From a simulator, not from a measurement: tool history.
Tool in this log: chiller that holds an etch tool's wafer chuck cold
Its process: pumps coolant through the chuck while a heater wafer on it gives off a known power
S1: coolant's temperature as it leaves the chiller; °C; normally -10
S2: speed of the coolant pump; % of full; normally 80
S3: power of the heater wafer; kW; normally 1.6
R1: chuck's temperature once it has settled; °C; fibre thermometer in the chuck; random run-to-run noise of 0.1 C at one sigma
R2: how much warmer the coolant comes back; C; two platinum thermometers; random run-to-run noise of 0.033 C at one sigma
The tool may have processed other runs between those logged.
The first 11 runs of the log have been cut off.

run   hour   S1  S2     S3    R1    R2
 12  319.3  -10  80  2.149   5.2  5.87
 13  355.6  -10  80  2.149     5  5.89
 14  376.2  -15  80    1.6  -3.7  4.39
 15  399.2  -15  80    1.6  -3.6  4.42
 16    423   -3  80    1.6   8.2   4.4
 17  456.5   -3  68  1.129     6  3.62
 18  494.8  -10  70  0.943  -2.6  2.98
 19  518.8  -10  78    1.6   1.6   4.5
 20  554.2   -2  88  1.294   6.9  3.23
 21  593.2   -2  88  1.294   6.9  3.22
 22  610.7  -11  92   1.53  -0.9  3.64
 23  629.8  -11  92   1.53  -0.9  3.68
 24  655.7  -11  92   1.53  -0.9   3.6
 25    689  -13  76   1.32    -3  3.83
 26  731.2  -13  76   1.32  -3.1  3.81
 27  754.8  -13  76   1.32  -3.4  3.75

What does the tool deliver on the next run?
 28  788.2  -10  97  1.6   ?   ?

R1: 0.3 °C
R2: 3.65 C
With the hidden condition absent and the run-to-run variation left alone, this run would have shown R1 -0.6 °C, R2 3.56 C.

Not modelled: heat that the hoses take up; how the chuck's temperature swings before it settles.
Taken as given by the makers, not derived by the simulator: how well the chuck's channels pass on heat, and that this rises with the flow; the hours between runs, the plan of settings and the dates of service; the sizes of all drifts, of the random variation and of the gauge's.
